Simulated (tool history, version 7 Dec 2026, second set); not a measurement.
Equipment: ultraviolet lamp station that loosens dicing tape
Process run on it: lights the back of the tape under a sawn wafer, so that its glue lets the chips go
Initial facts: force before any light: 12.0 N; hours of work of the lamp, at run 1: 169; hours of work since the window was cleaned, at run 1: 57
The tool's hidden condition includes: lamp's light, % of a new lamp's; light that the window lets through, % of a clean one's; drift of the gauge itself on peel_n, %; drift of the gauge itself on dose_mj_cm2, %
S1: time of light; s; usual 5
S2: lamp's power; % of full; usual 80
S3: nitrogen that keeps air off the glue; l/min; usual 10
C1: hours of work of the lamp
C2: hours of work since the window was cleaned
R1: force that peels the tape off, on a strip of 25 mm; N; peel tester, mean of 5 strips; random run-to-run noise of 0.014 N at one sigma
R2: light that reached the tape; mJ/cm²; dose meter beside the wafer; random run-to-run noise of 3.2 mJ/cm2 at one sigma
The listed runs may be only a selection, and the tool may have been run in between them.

{"run": 1, "day": 0.0, "S1": 5, "S2": 80, "S3": 10, "C1": 169, "C2": 57, "R1": 0.66, "R2": 501}
{"run": 2, "day": 0.629, "S1": 5, "S2": 80, "S3": 10, "C1": 179, "C2": 67, "R1": 0.645, "R2": 501}
{"run": 3, "day": 1.417, "S1": 5, "S2": 80, "S3": 10, "C1": 190, "C2": 79, "R1": 0.695, "R2": 501}
{"run": 4, "day": 1.954, "S1": 5, "S2": 80, "S3": 10, "C1": 199, "C2": 87, "R1": 0.687, "R2": 499}
{"run": 5, "day": 2.8, "S1": 5, "S2": 80, "S3": 3, "C1": 211, "C2": 99, "R1": 1.848, "R2": 502}
{"run": 6, "day": 3.5, "S1": 5, "S2": 80, "S3": 3, "C1": 222, "C2": 110, "R1": 1.855, "R2": 498}
{"run": 7, "day": 4.121, "S1": 3, "S2": 80, "S3": 10, "C1": 231, "C2": 119, "R1": 1.942, "R2": 299}
{"run": 8, "day": 5.0, "S1": 3, "S2": 80, "S3": 5, "C1": 245, "C2": 133, "R1": 2.925, "R2": 299}
{"run": 9, "day": 5.458, "S1": 3, "S2": 80, "S3": 5, "C1": 251, "C2": 139, "R1": 2.854, "R2": 297}
{"run": 10, "day": 6.304, "S1": 5, "S2": 80, "S3": 10, "C1": 264, "C2": 152, "R1": 0.698, "R2": 500}
{"run": 11, "day": 7.125, "S1": 5, "S2": 80, "S3": 10, "C1": 277, "C2": 165, "R1": 0.639, "R2": 494}
{"run": 12, "day": 7.775, "S1": 3, "S2": 65, "S3": 3, "C1": 286, "C2": 174, "R1": 4.884, "R2": 243}
{"run": 13, "day": 8.558, "S1": 3, "S2": 65, "S3": 3, "C1": 298, "C2": 186, "R1": 4.726, "R2": 244}
{"run": 14, "day": 9.1, "S1": 3, "S2": 66, "S3": 12, "C1": 306, "C2": 194, "R1": 2.402, "R2": 250}
{"run": 15, "day": 9.654, "S1": 6, "S2": 66, "S3": 9, "C1": 315, "C2": 203, "R1": 0.766, "R2": 493}
{"run": 16, "day": 10.133, "S1": 5, "S2": 80, "S3": 4, "C1": 322, "C2": 210, "R1": 1.524, "R2": 504}
{"run": 17, "day": 10.567, "S1": 5, "S2": 64, "S3": 4, "C1": 328, "C2": 217, "R1": 2.297, "R2": 399}
{"run": 18, "day": 11.138, "S1": 5, "S2": 64, "S3": 4, "C1": 337, "C2": 225, "R1": 2.259, "R2": 402}
{"run": 19, "day": 11.5, "S1": 4, "S2": 97, "S3": 7, "C1": 343, "C2": 231, "R1": 1.001, "R2": 487}
{"run": 20, "day": 12.079, "S1": 4, "S2": 70, "S3": 7, "C1": 351, "C2": 239, "R1": 1.878, "R2": 353}
{"run": 21, "day": 12.496, "S1": 5, "S2": 80, "S3": 9, "C1": 358, "C2": 246, "R1": 0.721, "R2": 505}
{"run": 22, "day": 12.883, "S1": 5, "S2": 80, "S3": 9, "C1": 363, "C2": 252, "R1": 0.754, "R2": 500}

Branching from run 22: 4 alternative next runs. What would each branch give?
{"run": "A", "day": 13.729, "S1": 6, "S2": 80, "S3": 10, "C1": 376, "C2": 264, "R1": "?", "R2": "?"}
{"run": "B", "day": 13.729, "S1": 6, "S2": 80, "S3": 9, "C1": 376, "C2": 264, "R1": "?", "R2": "?"}
{"run": "C", "day": 13.729, "S1": 5, "S2": 73, "S3": 9, "C1": 376, "C2": 264, "R1": "?", "R2": "?"}
{"run": "D", "day": 13.729, "S1": 3, "S2": 80, "S3": 10, "C1": 376, "C2": 264, "R1": "?", "R2": "?"}

run=A R1=0.441 R2=604
run=B R1=0.476 R2=602
run=C R1=0.914 R2=456
run=D R1=1.909 R2=300
Stripped of hidden state, with their random variation kept, the same runs would have yielded:
run=A R1=0.439 R2=605
run=B R1=0.474 R2=602
run=C R1=0.911 R2=457
run=D R1=1.905 R2=300

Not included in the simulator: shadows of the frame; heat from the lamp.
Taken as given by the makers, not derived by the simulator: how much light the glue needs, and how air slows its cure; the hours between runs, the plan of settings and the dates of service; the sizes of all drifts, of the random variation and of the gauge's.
